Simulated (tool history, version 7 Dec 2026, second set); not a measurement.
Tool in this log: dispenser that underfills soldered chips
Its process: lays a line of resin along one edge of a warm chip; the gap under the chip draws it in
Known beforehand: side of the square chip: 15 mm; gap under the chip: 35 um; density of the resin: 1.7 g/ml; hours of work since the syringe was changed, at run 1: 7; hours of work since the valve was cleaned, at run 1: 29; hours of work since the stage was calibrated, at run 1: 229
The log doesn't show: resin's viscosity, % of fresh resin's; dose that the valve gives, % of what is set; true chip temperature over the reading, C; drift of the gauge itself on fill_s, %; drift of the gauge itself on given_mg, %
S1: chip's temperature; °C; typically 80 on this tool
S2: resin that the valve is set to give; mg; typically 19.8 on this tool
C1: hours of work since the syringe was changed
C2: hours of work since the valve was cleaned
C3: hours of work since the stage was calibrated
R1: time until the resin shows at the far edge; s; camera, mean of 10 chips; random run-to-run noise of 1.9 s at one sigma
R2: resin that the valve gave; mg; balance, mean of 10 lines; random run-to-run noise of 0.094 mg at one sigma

run	hour	S1	S2	C1	C2	C3	R1	R2
1	0.0	80	19.8	7	29	229	322.9	19.52
# hour 4.7: new syringe of resin
2	4.7	80	19.8	0	32	232	199.9	19.47
3	9.4	80	18.4	4	35	236	258.4	18.13
4	14.1	80	21.3	7	39	239	329.5	20.92
# hour 19.0: new syringe of resin
5	21.7	80	21.3	2	44	245	229.4	20.86
6	25.8	70	19.8	5	47	248	451.6	19.28
7	31.6	80	19.8	9	52	252	395.8	19.23
# hour 32.7: new syringe of resin
8	39.4	80	19.8	5	57	258	284.9	19.25
9	44.6	80	19.8	9	61	262	380.1	19.33
# hour 46.3: new syringe of resin
10	51.5	80	19.3	4	66	267	267.5	18.52
11	56.1	80	19.3	7	69	270	349.3	18.80
# hour 60.4: new syringe of resin
12	63.4	80	19.3	2	75	275	243.4	18.60
13	70.6	80	17.1	8	80	280	375.2	16.36
# hour 74.4: new syringe of resin
14	76.7	66	19.6	2	84	285	424.5	18.78
15	84.2	66	19.6	7	90	290	644.8	18.58
# hour 88.1: new syringe of resin
16	90.2	66	19.6	2	94	295	409.5	18.67
17	95.4	79	23.8	5	98	298	303.3	22.59
# hour 101.9: new syringe of resin
18	103.1	89	18.0	1	104	304	151.5	17.01
19	108.3	89	18.0	5	107	308	206.3	16.90
20	115.0	88	17.8	10	112	313	313.3	16.58
# hour 115.9: new syringe of resin
21	121.1	91	23.2	4	117	317	170.3	21.64
# hour 129.7: dispensing valve cleaned and set on the balance
# hour 130.6: new syringe of resin
22	130.8	90	18.3	0	1	323	134.0	18.17
23	134.8	90	18.3	3	4	326	172.6	18.36
# hour 144.2: new syringe of resin
24	144.2	82	21.4	0	10	333	179.9	21.34
25	151.2	92	17.4	5	16	338	185.7	17.29
# hour 158.1: new syringe of resin
26	159.9	92	17.4	1	22	345	138.6	17.09

Each row is a separate what-if for the run after 26, all from the same tool condition, not one after another. Results?
A	167.6	83	25.0	7	28	350	?	?
B	167.6	93	18.6	7	28	350	?	?
C	167.6	95	19.8	7	28	350	?	?
D	167.6	95	17.0	7	28	350	?	?

run	R1	R2
A	291.7	24.62
B	199.8	18.35
C	186.5	19.48
D	191.3	16.70
Had the tool no hidden state, the same runs would have come out as:
run	R1	R2
A	162.2	25.02
B	111.2	18.65
C	104.0	19.79
D	106.2	16.97
